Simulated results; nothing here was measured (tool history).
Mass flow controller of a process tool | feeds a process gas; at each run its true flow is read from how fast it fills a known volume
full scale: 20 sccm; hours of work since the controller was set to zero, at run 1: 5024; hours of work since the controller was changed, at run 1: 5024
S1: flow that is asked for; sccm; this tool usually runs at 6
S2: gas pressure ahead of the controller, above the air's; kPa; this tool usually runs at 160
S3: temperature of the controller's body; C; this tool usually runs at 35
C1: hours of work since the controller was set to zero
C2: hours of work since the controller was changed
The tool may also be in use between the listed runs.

Run 1, hour 0: usual settings; C1 5024; C2 5024. Result: true flow (%) 95.4.
Run 2, hour 218.2: usual settings; C1 5138; C2 5138. Result: true flow (%) 95.32.
Run 3, hour 367.5: usual settings; C1 5216; C2 5216. Result: true flow (%) 95.37.
Run 4, hour 495.2: usual settings but S3 24 C; C1 5282; C2 5282. Result: true flow (%) 95.86.
Run 5, hour 621.3: usual settings but S3 24 C; C1 5348; C2 5348. Result: true flow (%) 95.72.
Run 6, hour 843.9: usual settings but S3 24 C; C1 5464; C2 5464. Result: true flow (%) 95.61.
Run 7, hour 1082.1: usual settings but S3 24 C; C1 5588; C2 5588. Result: true flow (%) 95.69.
Run 8, hour 1260.2: usual settings but S1 12 sccm; C1 5681; C2 5681. Result: true flow (%) 96.55.
Run 9, hour 1463.3: usual settings but S1 12 sccm; C1 5787; C2 5787. Result: true flow (%) 96.48.
Run 10, hour 1676.3: usual settings but S1 2 sccm; C1 5898; C2 5898. Result: true flow (%) 89.37.
At hour 1691.1: controller's zero set anew.
Run 11, hour 1821.7: usual settings but S1 2 sccm; C1 68; C2 5974. Result: true flow (%) 86.71.
Run 12, hour 2053.4: usual settings but S1 2 sccm; C1 189; C2 6095. Result: true flow (%) 86.62.
Run 13, hour 2153.3: usual settings but S1 2 sccm; C1 241; C2 6147. Result: true flow (%) 86.43.
Run 14, hour 2271.1: usual settings but S1 2 sccm; C1 303; C2 6208. Result: true flow (%) 86.49.
Run 15, hour 2464.7: usual settings but S1 2 sccm; C1 404; C2 6309. Result: true flow (%) 86.11.
Run 16, hour 2675.8: usual settings but S1 2 sccm; C1 514; C2 6420. Result: true flow (%) 86.04.
Run 17, hour 2893.8: usual settings but S1 2 sccm, S2 164 kPa; C1 627; C2 6533. Result: true flow (%) 85.86.
At hour 2971.3: controller exchanged for a calibrated one.
At hour 3023.9: controller's zero set anew, once more.
Run 18, hour 3127.8: usual settings but S3 24 C; C1 54; C2 81. Result: true flow (%) 99.44.
Run 19, hour 3312.9: usual settings but S1 16 sccm, S3 24 C; C1 151; C2 178. Result: true flow (%) 99.95.
Run 20, hour 3451.5: usual settings but S1 4 sccm, S2 271 kPa, S3 27 C; C1 223; C2 250. Result: true flow (%) 98.41.
Run 21, hour 3628.3: usual settings but S1 4 sccm, S2 271 kPa, S3 27 C; C1 315; C2 342. Result: true flow (%) 98.32.
Run 22, hour 3772: usual settings but S1 4 sccm, S2 271 kPa, S3 27 C; C1 390; C2 417. Result: true flow (%) 98.23.
Run 23, hour 3984.1: usual settings but S1 12 sccm, S3 37 C; C1 501; C2 528. Result: true flow (%) 98.85.
Run 24, hour 4193.7: usual settings but S3 34 C; C1 610; C2 637. Result: true flow (%) 98.41.
Run 25, hour 4363.2: usual settings but S1 12 sccm, S3 34 C; C1 699; C2 726. Result: true flow (%) 98.85.
Run 26, hour 4467: usual settings but S1 2 sccm, S2 169 kPa, S3 24 C; C1 753; C2 780. Result: true flow (%) 97.74.
Run 27, hour 4638.5: usual settings but S1 11 sccm, S3 27 C; C1 842; C2 869. Result: true flow (%) 99.03.
Run 28, hour 4800.1: usual settings but S1 2 sccm, S2 277 kPa, S3 27 C; C1 927; C2 954. Result: true flow (%) 96.87.
Run 29, hour 4902: usual settings but S1 2 sccm, S2 277 kPa, S3 27 C; C1 980; C2 1007. Result: true flow (%) 96.76.
Run 30, hour 5030.7: usual settings but S1 2 sccm, S2 277 kPa, S3 27 C; C1 1047; C2 1074. Result: true flow (%) 96.64.

Below are 5 alternative next runs, each starting from the tool's condition after run 30. Predict each:
Run A, hour 5159.3: usual settings but S3 33 C; C1 1114; C2 1141. Result: true flow (%) ?.
Run B, hour 5159.3: usual settings but S1 10 sccm, S2 191 kPa, S3 21 C; C1 1114; C2 1141. Result: true flow (%) ?.
Run C, hour 5159.3: usual settings but S1 14 sccm, S2 228 kPa, S3 27 C; C1 1114; C2 1141. Result: true flow (%) ?.
Run D, hour 5159.3: usual settings but S1 7 sccm, S2 214 kPa; C1 1114; C2 1141. Result: true flow (%) ?.
Run E, hour 5159.3: usual settings but S2 225 kPa; C1 1114; C2 1141. Result: true flow (%) ?.

run  true flow (%)
  A          98.15
  B          99.15
  C          98.91
  D           97.9
  E          97.79
Had the tool no hidden state, the same runs would have come out as:
run  true flow (%)
  A          99.07
  B          99.83
  C           99.5
  D          98.74
  E          98.72
